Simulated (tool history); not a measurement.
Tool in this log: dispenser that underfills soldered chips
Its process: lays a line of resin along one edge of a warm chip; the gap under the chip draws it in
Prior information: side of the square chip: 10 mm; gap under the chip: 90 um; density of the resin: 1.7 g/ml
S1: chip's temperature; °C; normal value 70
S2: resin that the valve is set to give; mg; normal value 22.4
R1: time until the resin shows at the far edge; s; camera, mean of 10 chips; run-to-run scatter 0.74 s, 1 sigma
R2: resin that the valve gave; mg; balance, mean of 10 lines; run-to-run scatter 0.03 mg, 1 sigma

{"run": 1, "hour": 0.0, "S1": 70, "S2": 22.4, "R1": 101.7, "R2": 22.2}
{"run": 2, "hour": 7.1, "S1": 70, "S2": 22.4, "R1": 86.7, "R2": 22.18}
{"run": 3, "hour": 16.0, "S1": 70, "S2": 22.4, "R1": 79.7, "R2": 22.16}
{"run": 4, "hour": 24.5, "S1": 70, "S2": 22.4, "R1": 130.5, "R2": 22.12}
{"run": 5, "hour": 30.3, "S1": 70, "S2": 22.4, "R1": 100.8, "R2": 22.07}
{"run": 6, "hour": 39.9, "S1": 70, "S2": 22.4, "R1": 95.1, "R2": 21.99}
{"run": 7, "hour": 46.2, "S1": 70, "S2": 22.4, "R1": 74.4, "R2": 21.94}
{"run": 8, "hour": 58.0, "S1": 70, "S2": 25.9, "R1": 79.7, "R2": 25.29}
{"run": 9, "hour": 70.9, "S1": 70, "S2": 25.9, "R1": 85.9, "R2": 25.92}
{"run": 10, "hour": 82.3, "S1": 70, "S2": 25.9, "R1": 90.7, "R2": 25.88}
{"run": 11, "hour": 88.1, "S1": 70, "S2": 25.9, "R1": 129.6, "R2": 25.75}
{"run": 12, "hour": 95.6, "S1": 56, "S2": 25.9, "R1": 179.8, "R2": 25.78}
{"run": 13, "hour": 108.4, "S1": 70, "S2": 25.9, "R1": 126.8, "R2": 25.58}
{"run": 14, "hour": 120.7, "S1": 70, "S2": 25.9, "R1": 77.1, "R2": 25.54}
{"run": 15, "hour": 128.3, "S1": 70, "S2": 22.4, "R1": 124.8, "R2": 22.12}
{"run": 16, "hour": 138.5, "S1": 68, "S2": 27.6, "R1": 128.3, "R2": 27.13}
{"run": 17, "hour": 148.0, "S1": 74, "S2": 24.9, "R1": 85.0, "R2": 24.4}
{"run": 18, "hour": 158.9, "S1": 73, "S2": 22.8, "R1": 93.7, "R2": 22.2}
{"run": 19, "hour": 172.4, "S1": 61, "S2": 28.1, "R1": 151.1, "R2": 28.01}
{"run": 20, "hour": 178.1, "S1": 61, "S2": 28.1, "R1": 117.7, "R2": 28.02}
{"run": 21, "hour": 187.5, "S1": 61, "S2": 28.1, "R1": 112.3, "R2": 27.85}
{"run": 22, "hour": 199.6, "S1": 61, "S2": 28.1, "R1": 125.2, "R2": 27.77}
{"run": 23, "hour": 205.6, "S1": 65, "S2": 20.0, "R1": 86.8, "R2": 19.73}
{"run": 24, "hour": 212.5, "S1": 84, "S2": 22.4, "R1": 70.4, "R2": 22.11}
{"run": 25, "hour": 225.1, "S1": 63, "S2": 25.3, "R1": 148.8, "R2": 24.79}
{"run": 26, "hour": 233.4, "S1": 57, "S2": 25.9, "R1": 155.6, "R2": 25.38}
{"run": 27, "hour": 241.7, "S1": 57, "S2": 25.9, "R1": 139.4, "R2": 25.27}
{"run": 28, "hour": 251.2, "S1": 71, "S2": 27.7, "R1": 83.4, "R2": 26.98}
{"run": 29, "hour": 260.9, "S1": 71, "S2": 27.7, "R1": 77.0, "R2": 27.79}

Not shown: 29 entries that the log had between the listed runs. Between which runs, and how does the tool's hidden state differ before and after?
Run 1 -> run 2: new syringe of resin (hour 4.6)
  resin's viscosity, % of fresh resin's: 141.2 -> 115.6; dose that the valve gives, % of what is set: 99.31 -> 99.13; true chip temperature over the reading, C: -2.69 -> -2.73
  measured minus no-state result, R1: +36.0 -> +18.2 s; R2: -0.15 -> -0.19 mg
Run 2 -> run 3: new syringe of resin (hour 15.2)
  resin's viscosity, % of fresh resin's: 115.6 -> 105.2; dose that the valve gives, % of what is set: 99.13 -> 98.91; true chip temperature over the reading, C: -2.73 -> -2.77
  measured minus no-state result, R1: +18.2 -> +10.6 s; R2: -0.19 -> -0.25 mg
Run 4 -> run 5: new syringe of resin (hour 25.3)
  resin's viscosity, % of fresh resin's: 172.7 -> 135.4; dose that the valve gives, % of what is set: 98.64 -> 98.46; true chip temperature over the reading, C: -2.81 -> -2.84
  measured minus no-state result, R1: +61.6 -> +33.2 s; R2: -0.31 -> -0.35 mg
Run 5 -> run 6: new syringe of resin (hour 35.6)
  resin's viscosity, % of fresh resin's: 135.4 -> 128.6; dose that the valve gives, % of what is set: 98.46 -> 98.2; true chip temperature over the reading, C: -2.84 -> -2.89
  measured minus no-state result, R1: +33.2 -> +28.1 s; R2: -0.35 -> -0.40 mg
Run 6 -> run 7: new syringe of resin (hour 46.2)
  resin's viscosity, % of fresh resin's: 128.6 -> 99.4; dose that the valve gives, % of what is set: 98.2 -> 98.02; true chip temperature over the reading, C: -2.89 -> -2.92
  measured minus no-state result, R1: +28.1 -> +6.8 s; R2: -0.40 -> -0.44 mg
Run 7 -> run 8: new syringe of resin (hour 56.8)
  resin's viscosity, % of fresh resin's: 99.4 -> 107.3; dose that the valve gives, % of what is set: 98.02 -> 97.68; true chip temperature over the reading, C: -2.92 -> -2.98
  measured minus no-state result, R1: +6.8 -> +12.5 s; R2: -0.44 -> -0.60 mg
Run 8 -> run 9: new syringe of resin (hour 67.1); dispensing valve cleaned and set on the balance (hour 69.2)
  resin's viscosity, % of fresh resin's: 107.3 -> 117.7; dose that the valve gives, % of what is set: 97.68 -> 100.06; true chip temperature over the reading, C: -2.98 -> -3.03
  measured minus no-state result, R1: +12.5 -> +19.8 s; R2: -0.60 -> +0.02 mg
Run 9 -> run 10: new syringe of resin (hour 78.3)
  resin's viscosity, % of fresh resin's: 117.7 -> 125.7; dose that the valve gives, % of what is set: 100.06 -> 99.75; true chip temperature over the reading, C: -3.03 -> -3.09
  measured minus no-state result, R1: +19.8 -> +25.6 s; R2: +0.02 -> -0.06 mg
Run 11 -> run 12: new syringe of resin (hour 89.0)
  resin's viscosity, % of fresh resin's: 176.2 -> 149.1; dose that the valve gives, % of what is set: 99.59 -> 99.38; true chip temperature over the reading, C: -3.12 -> -3.16
  measured minus no-state result, R1: +63.3 -> +72.1 s; R2: -0.11 -> -0.16 mg
Run 12 -> run 13: new syringe of resin (hour 99.4)
  resin's viscosity, % of fresh resin's: 149.1 -> 171.8; dose that the valve gives, % of what is set: 99.38 -> 99.01; true chip temperature over the reading, C: -3.16 -> -3.22
  measured minus no-state result, R1: +72.1 -> +60.5 s; R2: -0.16 -> -0.26 mg
Run 13 -> run 14: new syringe of resin (hour 109.6); new syringe of resin (hour 119.8)
  resin's viscosity, % of fresh resin's: 171.8 -> 105.2; dose that the valve gives, % of what is set: 99.01 -> 98.68; true chip temperature over the reading, C: -3.22 -> -3.28
  measured minus no-state result, R1: +60.5 -> +11.5 s; R2: -0.26 -> -0.34 mg
Run 15 -> run 16: new syringe of resin (hour 130.3)
  resin's viscosity, % of fresh resin's: 164.1 -> 161.6; dose that the valve gives, % of what is set: 98.47 -> 98.15; true chip temperature over the reading, C: -3.32 -> -3.37
  measured minus no-state result, R1: +56.8 -> +57.4 s; R2: -0.35 -> -0.51 mg
Run 16 -> run 17: new syringe of resin (hour 140.5); stage's temperature calibrated (hour 146.5)
  resin's viscosity, % of fresh resin's: 161.6 -> 144.8; dose that the valve gives, % of what is set: 98.15 -> 97.92; true chip temperature over the reading, C: -3.37 -> -0.03
  measured minus no-state result, R1: +57.4 -> +26.5 s; R2: -0.51 -> -0.52 mg
Run 17 -> run 18: new syringe of resin (hour 151.8)
  resin's viscosity, % of fresh resin's: 144.8 -> 151.4; dose that the valve gives, % of what is set: 97.92 -> 97.6; true chip temperature over the reading, C: -0.03 -> -0.08
  measured minus no-state result, R1: +26.5 -> +32.2 s; R2: -0.52 -> -0.55 mg
Run 18 -> run 19: new syringe of resin (hour 162.2); dispensing valve cleaned and set on the balance (hour 165.7)
  resin's viscosity, % of fresh resin's: 151.4 -> 170.5; dose that the valve gives, % of what is set: 97.6 -> 99.58; true chip temperature over the reading, C: -0.08 -> -0.15
  measured minus no-state result, R1: +32.2 -> +63.1 s; R2: -0.55 -> -0.12 mg
Run 19 -> run 20: new syringe of resin (hour 173.6)
  resin's viscosity, % of fresh resin's: 170.5 -> 129.8; dose that the valve gives, % of what is set: 99.58 -> 99.43; true chip temperature over the reading, C: -0.15 -> -0.17
  measured minus no-state result, R1: +63.1 -> +27.6 s; R2: -0.12 -> -0.15 mg
Run 20 -> run 21: new syringe of resin (hour 183.8)
  resin's viscosity, % of fresh resin's: 129.8 -> 123.7; dose that the valve gives, % of what is set: 99.43 -> 99.18; true chip temperature over the reading, C: -0.17 -> -0.22
  measured minus no-state result, R1: +27.6 -> +22.2 s; R2: -0.15 -> -0.23 mg
Run 21 -> run 22: new syringe of resin (hour 193.9)
  resin's viscosity, % of fresh resin's: 123.7 -> 139.8; dose that the valve gives, % of what is set: 99.18 -> 98.82; true chip temperature over the reading, C: -0.22 -> -0.28
  measured minus no-state result, R1: +22.2 -> +36.5 s; R2: -0.23 -> -0.33 mg
Run 22 -> run 23: new syringe of resin (hour 204.9)
  resin's viscosity, % of fresh resin's: 139.8 -> 103.5; dose that the valve gives, % of what is set: 98.82 -> 98.66; true chip temperature over the reading, C: -0.28 -> -0.31
  measured minus no-state result, R1: +36.5 -> +4.1 s; R2: -0.33 -> -0.27 mg
Run 24 -> run 25: new syringe of resin (hour 215.8)
  resin's viscosity, % of fresh resin's: 155.4 -> 174.2; dose that the valve gives, % of what is set: 98.47 -> 98.1; true chip temperature over the reading, C: -0.34 -> -0.4
  measured minus no-state result, R1: +25.6 -> +64.9 s; R2: -0.34 -> -0.49 mg
Run 25 -> run 26: new syringe of resin (hour 226.3)
  resin's viscosity, % of fresh resin's: 174.2 -> 150.7; dose that the valve gives, % of what is set: 98.1 -> 97.88; true chip temperature over the reading, C: -0.4 -> -0.44
  measured minus no-state result, R1: +64.9 -> +53.9 s; R2: -0.49 -> -0.55 mg
Run 26 -> run 27: new syringe of resin (hour 236.4)
  resin's viscosity, % of fresh resin's: 150.7 -> 133.2; dose that the valve gives, % of what is set: 97.88 -> 97.65; true chip temperature over the reading, C: -0.44 -> -0.48
  measured minus no-state result, R1: +53.9 -> +36.7 s; R2: -0.55 -> -0.61 mg
Run 27 -> run 28: new syringe of resin (hour 246.7)
  resin's viscosity, % of fresh resin's: 133.2 -> 129.3; dose that the valve gives, % of what is set: 97.65 -> 97.38; true chip temperature over the reading, C: -0.48 -> -0.53
  measured minus no-state result, R1: +36.7 -> +20.1 s; R2: -0.61 -> -0.72 mg
Run 28 -> run 29: new syringe of resin (hour 257.2); dispensing valve cleaned and set on the balance (hour 260.6)
  resin's viscosity, % of fresh resin's: 129.3 -> 116.6; dose that the valve gives, % of what is set: 97.38 -> 100.35; true chip temperature over the reading, C: -0.53 -> -0.57
  measured minus no-state result, R1: +20.1 -> +12.2 s; R2: -0.72 -> +0.09 mg
